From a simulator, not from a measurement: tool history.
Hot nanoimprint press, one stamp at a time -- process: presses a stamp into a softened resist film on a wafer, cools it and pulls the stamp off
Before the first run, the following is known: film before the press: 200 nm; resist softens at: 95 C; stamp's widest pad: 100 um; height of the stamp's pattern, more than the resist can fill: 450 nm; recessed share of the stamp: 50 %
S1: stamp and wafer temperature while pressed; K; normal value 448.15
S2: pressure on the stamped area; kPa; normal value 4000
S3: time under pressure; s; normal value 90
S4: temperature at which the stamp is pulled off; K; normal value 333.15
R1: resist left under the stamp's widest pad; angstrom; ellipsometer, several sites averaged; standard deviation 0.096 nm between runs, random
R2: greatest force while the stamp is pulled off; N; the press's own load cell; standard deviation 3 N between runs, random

run	day	S1	S2	S3	S4	R1	R2
1	0	448.15	4000	90	333.15	1065.5	151
2	0.638	448.15	4000	90	333.15	1066	140
3	1.629	448.15	4000	90	333.15	1065.9	147
4	2.667	448.15	4000	90	318.15	1064.1	216
5	3.908	443.15	4000	90	333.15	1212.7	147
6	4.504	448.15	4000	90	333.15	1065.1	145
7	5.796	448.15	4000	131	333.15	931.4	159
8	6.842	448.15	4710	90	333.15	997.6	161
9	7.867	448.15	4710	90	324.15	997.5	198

What will run 10 give?
10	8.462	448.15	5230	62	327.15	?	?

{"run 10": {"R1": 1089.5, "R2": 189}}
On a tool with no hidden condition, and with the same random variation, this run would have come out at R1 1069.2 angstrom, R2 166 N.
